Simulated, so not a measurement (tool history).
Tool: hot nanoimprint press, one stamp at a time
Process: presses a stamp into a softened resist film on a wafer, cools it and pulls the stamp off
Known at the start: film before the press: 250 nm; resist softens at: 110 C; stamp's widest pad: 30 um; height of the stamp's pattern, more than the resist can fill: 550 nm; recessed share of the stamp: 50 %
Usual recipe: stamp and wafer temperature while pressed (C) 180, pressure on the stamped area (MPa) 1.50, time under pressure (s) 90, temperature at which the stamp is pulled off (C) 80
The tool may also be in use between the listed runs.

run	hour	stamp and wafer temperature while pressed (C)	pressure on the stamped area (MPa)	time under pressure (s)	temperature at which the stamp is pulled off (C)	resist left under the stamp's widest pad (nm)	greatest force while the stamp is pulled off (N)
1	0.0	180	1.50	90	80	132.4	126
2	28.3	180	1.50	90	80	132.7	124
3	43.9	180	1.50	90	80	134.7	125
4	73.9	180	1.50	90	80	132.7	127
5	103.9	180	1.50	90	80	131.6	129
6	119.1	168	1.50	90	80	185.1	128
7	134.5	168	1.50	90	80	187.1	131
8	166.1	180	1.50	90	80	132.6	130
9	183.3	180	1.50	58	80	151.3	133
10	214.4	180	0.94	58	66	176.2	184
11	247.4	180	0.94	58	66	175.5	187
12	271.3	189	0.94	112	76	113.3	142
13	299.9	189	0.94	112	76	113.1	144
# hour 339.7: stamp cleaned and given a new release coat
14	340.3	182	1.46	52	86	149.4	76
15	375.5	180	1.50	50	80	158.8	92
16	410.7	180	1.50	50	80	159.3	92
17	426.9	180	2.29	86	75	108.5	106

3 options for the next run, each taken on its own from the tool as it stands now. Forecast them:
A	458.0	175	1.35	65	75	?	?
B	458.0	186	2.29	86	75	?	?
C	458.0	173	2.29	86	75	?	?

run	resist left under the stamp's widest pad (nm)	greatest force while the stamp is pulled off (N)
A	171.7	107
B	89.2	108
C	136.6	109
What these runs would have given with no unlogged condition in the tool:
run	resist left under the stamp's widest pad (nm)	greatest force while the stamp is pulled off (N)
A	178.3	106
B	93.8	107
C	143.4	108

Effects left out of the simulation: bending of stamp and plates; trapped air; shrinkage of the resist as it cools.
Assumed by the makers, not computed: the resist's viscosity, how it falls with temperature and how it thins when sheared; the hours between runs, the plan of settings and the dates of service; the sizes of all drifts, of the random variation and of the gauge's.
